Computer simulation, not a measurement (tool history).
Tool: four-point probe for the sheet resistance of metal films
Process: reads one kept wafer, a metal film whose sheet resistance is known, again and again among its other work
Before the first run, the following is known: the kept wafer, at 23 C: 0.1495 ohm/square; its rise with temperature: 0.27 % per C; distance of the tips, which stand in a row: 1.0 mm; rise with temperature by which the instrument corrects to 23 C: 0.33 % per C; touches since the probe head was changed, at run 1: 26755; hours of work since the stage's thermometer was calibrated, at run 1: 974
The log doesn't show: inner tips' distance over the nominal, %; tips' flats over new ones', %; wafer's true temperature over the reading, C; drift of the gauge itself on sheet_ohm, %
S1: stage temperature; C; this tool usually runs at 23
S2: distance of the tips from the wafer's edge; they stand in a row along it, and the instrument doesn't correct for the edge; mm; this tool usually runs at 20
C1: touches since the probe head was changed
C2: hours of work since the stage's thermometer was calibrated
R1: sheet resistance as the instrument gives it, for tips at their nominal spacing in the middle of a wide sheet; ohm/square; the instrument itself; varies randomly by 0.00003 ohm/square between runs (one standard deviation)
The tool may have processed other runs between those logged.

run   hour  S1  S2     C1    C2        R1
  1      0  23  20  26755   974  0.149034
  2   20.7  23  20  27583   988  0.149034
  3     42  23  20  28434  1002  0.149006
  4   55.6  23  20  28980  1011  0.149022
  5   76.7  32  20  29823  1025  0.148327
  6  103.9  32  20  30911  1043   0.14826
  7  127.5  32  20  31854  1059  0.148323
  8  148.2  32  20  32680  1072  0.148232
  9  170.4  32  20  33567  1087  0.148309
 10  194.7  32  20  34538  1103  0.148284
 11  209.3  32  20  35122  1112  0.148221
 12  236.5  32  20  36211  1130  0.148271
 13  262.8  29  20  37262  1148  0.148443
 14  277.6  29  20  37852  1158   0.14849
 15  294.7  29  20  38538  1169  0.148515
 16  320.7  19  73  39575  1186   0.14904
 17  342.1  29  49  40432  1200  0.148237
 18  371.8  22   6  41618  1220  0.151064
 19    395  22   6  42549  1235   0.15107
 20  424.5  22   6  43728  1255  0.150948
 21  449.9  28  74  44742  1271  0.148294
 22    470  20   4  45546  1285  0.153747
 23  499.4  29  10  46722  1304   0.14901
 24  515.5  27   4  47366  1315  0.153211
 25  536.7  23  19  48211  1329  0.148845
 26  558.7  23  19  49090  1343  0.148847
 27  572.8  32  73  49655  1352  0.147917
 28  596.2  26   8  50592  1368   0.14961

Predict each of these 5 candidate next runs independently; none follows another, all start after run 28:
  A  613.4  22  12  51278  1379   ?
  B  613.4  31  27  51278  1379   ?
  C  613.4  23   8  51278  1379   ?
  D  613.4  18   5  51278  1379   ?
  E  613.4  22  73  51278  1379   ?

run        R1
  A  0.149337
  B  0.148121
  C  0.149888
  D  0.152194
  E  0.148702
Without the tool's unlogged condition, the same runs would have read:
run        R1
  A  0.150222
  B  0.148996
  C  0.150776
  D  0.153096
  E  0.149583
